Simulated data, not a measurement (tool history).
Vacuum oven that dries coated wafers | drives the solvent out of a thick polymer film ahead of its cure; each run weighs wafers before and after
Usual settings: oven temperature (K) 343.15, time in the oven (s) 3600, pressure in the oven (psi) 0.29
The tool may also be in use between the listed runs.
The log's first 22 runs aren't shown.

run	hour	oven temperature (K)	time in the oven (s)	pressure in the oven (psi)	hours of work since the thermocouples were calibrated	hours of work since the vacuum gauge was cleaned of residue	solvent left in the film (%)
23	556.4	337.15	3600	0.29	722	308	2.22
24	580.8	337.15	3600	0.29	734	320	2.29
25	599.8	349.15	3600	0.931	743	329	2.08
26	631.2	335.15	2100	0.931	759	345	6.27
27	650.6	335.15	2100	0.931	768	354	6.32
28	685	335.15	2100	0.931	785	371	6.3
29	718	335.15	2100	0.424	801	387	4.94
30	742	343.15	2640	0.161	813	399	1.65
31	758.7	343.15	2640	0.161	821	407	1.59
32	777.9	343.15	2640	0.161	830	417	1.57
33	795.9	343.15	2640	0.161	839	425	1.59
34	824.4	343.15	5100	0.242	853	439	0.82
35	838.8	343.15	5100	0.242	860	446	0.74
36	865.4	350.15	3060	0.29	873	459	0.88
37	885.2	337.15	3000	0.29	883	469	2.75
38	920.5	341.15	5940	0.146	900	486	0.59
39	953.9	356.15	3600	0.558	916	503	0.92
40	968.3	356.15	3600	0.558	923	510	0.9
41	994.7	332.15	5400	0.336	936	522	2.37
42	1018.8	343.15	3120	0.448	948	534	1.94
43	1053.2	343.15	3120	0.448	965	551	1.94
# hour 1057.9: oven's thermocouples calibrated
44	1088.9	331.15	5280	0.658	15	568	4.04

3 ways to go on from here, each from the tool as it stands after run 44. What would each give?
A	1112.4	343.15	2580	1.12	27	579	?
B	1112.4	335.15	2400	0.2	27	579	?
C	1112.4	339.15	4320	0.437	27	579	?

run	solvent left in the film (%)
A	4.11
B	3.68
C	1.94
Without the tool's hidden state the same runs would have given:
run	solvent left in the film (%)
A	4.1
B	3.68
C	1.94
